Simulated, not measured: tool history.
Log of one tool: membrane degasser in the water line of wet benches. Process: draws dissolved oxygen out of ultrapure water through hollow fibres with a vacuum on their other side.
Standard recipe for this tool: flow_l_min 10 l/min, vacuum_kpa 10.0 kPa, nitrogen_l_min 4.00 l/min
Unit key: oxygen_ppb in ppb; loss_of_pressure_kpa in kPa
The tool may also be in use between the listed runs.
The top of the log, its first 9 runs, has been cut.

run,hour,flow_l_min,vacuum_kpa,nitrogen_l_min,oxygen_ppb,loss_of_pressure_kpa
10,393.5,10,21.4,4.00,140.6,28.13
11,443.4,14,10.0,4.00,122.2,39.36
12,482.3,10,10.0,4.00,66.6,27.92
13,527.5,11,10.0,4.00,79.0,31.17
14,566.7,11,10.0,4.00,78.7,30.98
15,617.3,10,13.9,4.00,93.9,28.11
16,663.2,13,13.9,4.00,138.2,36.65
17,702.7,13,13.9,4.00,141.4,36.74
18,729.1,12,6.2,10.25,48.5,33.91
19,756.0,10,20.9,7.03,89.2,28.23
20,781.9,16,20.3,3.68,276.3,44.96
21,810.5,7,8.9,4.00,33.0,19.76
22,856.2,7,8.9,4.00,33.3,19.74
23,885.6,10,6.3,4.00,42.8,28.05
24,913.0,7,12.4,8.03,28.4,19.83
25,943.5,7,12.4,8.03,27.9,19.87
26,985.0,10,10.8,4.21,70.2,28.27
27,1036.4,10,9.8,9.81,40.9,28.08
28,1088.9,10,6.3,9.81,31.5,28.12
29,1124.3,10,13.2,2.71,118.8,27.95
30,1172.7,7,6.0,2.71,26.2,19.76
31,1194.7,12,10.0,3.14,107.3,33.59
32,1243.9,12,8.8,3.35,93.6,34.10
33,1292.5,12,8.8,3.35,93.6,33.84

3 ways to go on from here, each from the tool as it stands after run 33. What would each give?
A,1343.7,8,10.0,3.76,?,?
B,1343.7,7,10.0,6.22,?,?
C,1343.7,11,19.9,2.39,?,?

run,oxygen_ppb,loss_of_pressure_kpa
A,48.7,22.48
B,27.6,19.77
C,226.7,31.00
Had the tool no hidden state, the same runs would have come out as:
run,oxygen_ppb,loss_of_pressure_kpa
A,44.6,22.30
B,25.0,19.62
C,213.6,30.75

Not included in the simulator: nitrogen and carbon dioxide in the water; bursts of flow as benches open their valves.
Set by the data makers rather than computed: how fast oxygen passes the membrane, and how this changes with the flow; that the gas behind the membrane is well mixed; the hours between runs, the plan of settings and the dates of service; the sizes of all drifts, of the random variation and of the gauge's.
